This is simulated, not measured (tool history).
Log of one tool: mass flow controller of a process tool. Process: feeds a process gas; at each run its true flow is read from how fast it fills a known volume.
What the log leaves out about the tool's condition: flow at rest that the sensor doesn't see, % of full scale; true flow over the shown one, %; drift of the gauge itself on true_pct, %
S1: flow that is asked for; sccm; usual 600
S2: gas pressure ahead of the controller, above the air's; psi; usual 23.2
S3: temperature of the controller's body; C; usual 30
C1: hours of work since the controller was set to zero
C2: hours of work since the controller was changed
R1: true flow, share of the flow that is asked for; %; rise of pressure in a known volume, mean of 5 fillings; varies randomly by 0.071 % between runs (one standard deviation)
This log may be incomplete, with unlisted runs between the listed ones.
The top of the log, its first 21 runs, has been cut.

run 22 hour=2091 | S1=600 S2=30 S3=30 | C1=2937 C2=2937 | R1=99.72
run 23 hour=2196 | S1=336 S2=30 S3=33 | C1=2979 C2=2979 | R1=99.63
run 24 hour=2329.7 | S1=336 S2=40.6 S3=33 | C1=3032 C2=3032 | R1=99.22
run 25 hour=2420.3 | S1=710 S2=40.6 S3=20 | C1=3068 C2=3068 | R1=98.22
run 26 hour=2535.5 | S1=102 S2=26.1 S3=36 | C1=3114 C2=3114 | R1=99.9
run 27 hour=2663.4 | S1=600 S2=28.4 S3=27 | C1=3165 C2=3165 | R1=99.23
run 28 hour=2779.8 | S1=600 S2=23.2 S3=26 | C1=3211 C2=3211 | R1=99.36
run 29 hour=2911.1 | S1=232 S2=39.7 S3=24 | C1=3264 C2=3264 | R1=98.19
run 30 hour=3012.7 | S1=600 S2=29.9 S3=34 | C1=3304 C2=3304 | R1=100.02
run 31 hour=3118.7 | S1=755 S2=27.7 S3=27 | C1=3346 C2=3346 | R1=99.35
run 32 hour=3214.8 | S1=883 S2=25.4 S3=27 | C1=3385 C2=3385 | R1=99.75
run 33 hour=3341.3 | S1=492 S2=23.2 S3=30 | C1=3435 C2=3435 | R1=99.5
run 34 hour=3398.2 | S1=492 S2=23.2 S3=30 | C1=3458 C2=3458 | R1=99.62
run 35 hour=3464.4 | S1=492 S2=23.2 S3=30 | C1=3484 C2=3484 | R1=99.4

What if the next run were any one of these 4? Each begins from the tool's condition after run 35:
run A hour=3596.4 | S1=174 S2=27.1 S3=22 | C1=3537 C2=3537 | R1=?
run B hour=3596.4 | S1=492 S2=23.2 S3=36 | C1=3537 C2=3537 | R1=?
run C hour=3596.4 | S1=139 S2=23.2 S3=30 | C1=3537 C2=3537 | R1=?
run D hour=3596.4 | S1=224 S2=24.4 S3=29 | C1=3537 C2=3537 | R1=?

run=A R1=98.01
run=B R1=100.15
run=C R1=99.07
run=D R1=99.03
Without the tool's unlogged condition, the same runs would have read:
run=A R1=98.64
run=B R1=100.79
run=C R1=99.7
run=D R1=99.66

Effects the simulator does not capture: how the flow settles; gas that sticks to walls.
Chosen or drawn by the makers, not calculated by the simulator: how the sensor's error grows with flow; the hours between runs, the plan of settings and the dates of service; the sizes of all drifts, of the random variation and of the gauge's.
